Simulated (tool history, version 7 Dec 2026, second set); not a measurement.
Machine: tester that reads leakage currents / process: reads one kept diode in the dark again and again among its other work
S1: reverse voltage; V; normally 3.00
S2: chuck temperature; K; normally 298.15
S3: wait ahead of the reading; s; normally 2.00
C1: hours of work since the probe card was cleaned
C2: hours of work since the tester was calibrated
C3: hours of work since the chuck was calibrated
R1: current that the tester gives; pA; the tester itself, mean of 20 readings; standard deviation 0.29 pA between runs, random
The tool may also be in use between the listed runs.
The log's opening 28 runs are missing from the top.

run,hour,S1,S2,S3,C1,C2,C3,R1
29,1147.7,11.98,318.15,4.07,48,1672,57,1097.86
30,1175.1,3.00,333.15,7.66,69,1693,78,1786.87
31,1221.3,9.85,333.15,9.15,104,1729,114,3224.80
32,1255.4,9.85,333.15,9.15,131,1755,140,3278.65
33,1288.7,9.85,333.15,9.15,156,1781,166,3271.52
34,1313.6,9.85,333.15,9.15,176,1800,185,3299.39
35,1341.8,2.81,309.15,8.11,197,1822,207,264.87
36,1387.3,2.61,324.15,2.00,232,1857,242,872.30
37,1422.8,2.61,324.15,2.00,260,1884,270,885.98

Below are 3 alternative next runs, each starting from the tool's condition after run 37. Predict each:
A,1447.8,3.00,298.15,5.18,279,1904,289,?
B,1447.8,3.88,324.15,2.00,279,1904,289,?
C,1447.8,4.31,317.15,2.00,279,1904,289,?

run,R1
A,105.64
B,1077.65
C,650.58
With the hidden condition removed and each run's random variation left untouched, the same runs would have given:
run,R1
A,93.61
B,973.65
C,585.38
